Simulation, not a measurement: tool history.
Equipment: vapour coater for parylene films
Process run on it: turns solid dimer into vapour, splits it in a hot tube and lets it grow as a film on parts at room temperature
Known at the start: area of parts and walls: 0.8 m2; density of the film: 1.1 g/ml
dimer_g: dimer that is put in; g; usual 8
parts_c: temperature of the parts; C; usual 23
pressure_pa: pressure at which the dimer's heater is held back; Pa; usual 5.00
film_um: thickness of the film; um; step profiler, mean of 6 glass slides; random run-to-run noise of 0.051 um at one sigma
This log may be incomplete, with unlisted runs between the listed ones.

run    hour  dimer_g  parts_c  pressure_pa  film_um
  1     0.0        8       23         5.00     5.70
  2    42.1        8       23         5.00     5.61
  3    71.5        8       23         5.00     5.67
  4   120.7        8       23         5.00     5.53
  5   168.4        8       23         5.00     5.56
  6   204.7        8       23         5.00     5.48
  7   254.6        8       23         5.00     5.43
  8   305.2        8       23         2.51     5.72
      322.1  -- trap's valve overhauled
  9   349.3        8       23         2.51     6.41
 10   394.4        8       23         2.51     6.25
 11   434.5        8       23         2.51     6.28
 12   467.7        8       23         5.00     5.94
 13   518.0        8       23         5.00     5.83
 14   553.0        8       23         5.00     5.79
 15   588.2        8       23         5.00     5.74
 16   625.9        8       23         5.00     5.71
 17   674.1        8       23         5.00     5.76
 18   700.6        8       23         5.00     5.65
 19   754.2        8       23         5.00     5.69
 20   786.2        8       23         5.00     5.52
 21   834.8        8       23         3.70     5.62
 22   880.0        8       23         3.70     5.58
      908.1  -- trap's valve overhauled
 23   925.5        8       23         3.70     6.11
 24   956.4        8       23         3.70     6.13
 25  1005.6        5       18        11.67     4.43
 26  1031.0        4       18         7.58     3.61
 27  1067.8        4       19         5.00     3.61
 28  1117.5        9       21         5.00     7.16
 29  1156.9        9       21         5.00     7.17
 30  1196.4        7       24         5.13     4.74
 31  1243.3        7       16        10.37     6.64
 32  1275.1        7       16        10.37     6.48
 33  1314.9        5       23         4.73     3.53
 34  1345.5        5       19         3.70     4.37
 35  1399.0        8       17         4.88     7.51
 36  1445.8        8       23        10.14     5.29
     1493.0  -- trap's valve overhauled
 37  1495.3       13       34         5.86     5.69
 38  1540.2       13       34         5.86     5.50
 39  1582.4        8       17         5.00     7.96

Run 40 is up next; what results do you expect?
 40  1614.7        8       17         5.00        ?

film_um: 8.03 um
On a tool with no hidden condition, and with the same random variation, this run would have come out at film_um 7.87 um.
